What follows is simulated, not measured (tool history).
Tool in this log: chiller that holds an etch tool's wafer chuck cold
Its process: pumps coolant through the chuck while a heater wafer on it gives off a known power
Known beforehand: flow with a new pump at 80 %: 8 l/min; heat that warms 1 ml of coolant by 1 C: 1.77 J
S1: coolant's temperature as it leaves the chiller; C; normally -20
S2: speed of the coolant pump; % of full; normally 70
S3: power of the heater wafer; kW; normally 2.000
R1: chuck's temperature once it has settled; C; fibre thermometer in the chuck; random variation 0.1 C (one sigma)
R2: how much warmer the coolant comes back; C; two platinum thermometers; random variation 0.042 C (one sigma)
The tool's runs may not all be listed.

| run | hour | S1 | S2 | S3 | R1 | R2 |
|---|---|---|---|---|---|---|
| 1 | 0.0 | -20 | 70 | 2.000 | 1.6 | 10.15 |
| 2 | 43.6 | -20 | 70 | 2.000 | 1.7 | 10.15 |
| 3 | 95.4 | -20 | 70 | 2.000 | 1.7 | 10.14 |
| 4 | 176.4 | -20 | 70 | 2.218 | 4.3 | 11.28 |
| 5 | 263.6 | -20 | 70 | 2.218 | 4.5 | 11.32 |
| 6 | 342.4 | -20 | 70 | 2.000 | 2.0 | 10.28 |
| 7 | 440.7 | -20 | 70 | 2.000 | 2.3 | 10.24 |
| 8 | 504.0 | -19 | 70 | 2.000 | 3.3 | 10.25 |
| 9 | 555.2 | -20 | 70 | 2.000 | 2.3 | 10.26 |
| 10 | 606.5 | -20 | 70 | 2.000 | 2.5 | 10.42 |
| 11 | 698.0 | -20 | 70 | 2.000 | 2.6 | 10.37 |
|  | 704.7 | chiller's thermometer calibrated |
| 12 | 791.6 | -20 | 70 | 2.000 | 2.6 | 10.35 |
| 13 | 864.9 | -20 | 70 | 2.000 | 2.7 | 10.34 |

Forecast run 14:
| 14 | 909.8 | -23 | 88 | 1.248 | ? | ? |

R1: -11.5 C
R2: 5.16 C
With the hidden condition absent and the run-to-run variation left alone, this run would have shown R1 -13.4 C, R2 4.80 C.
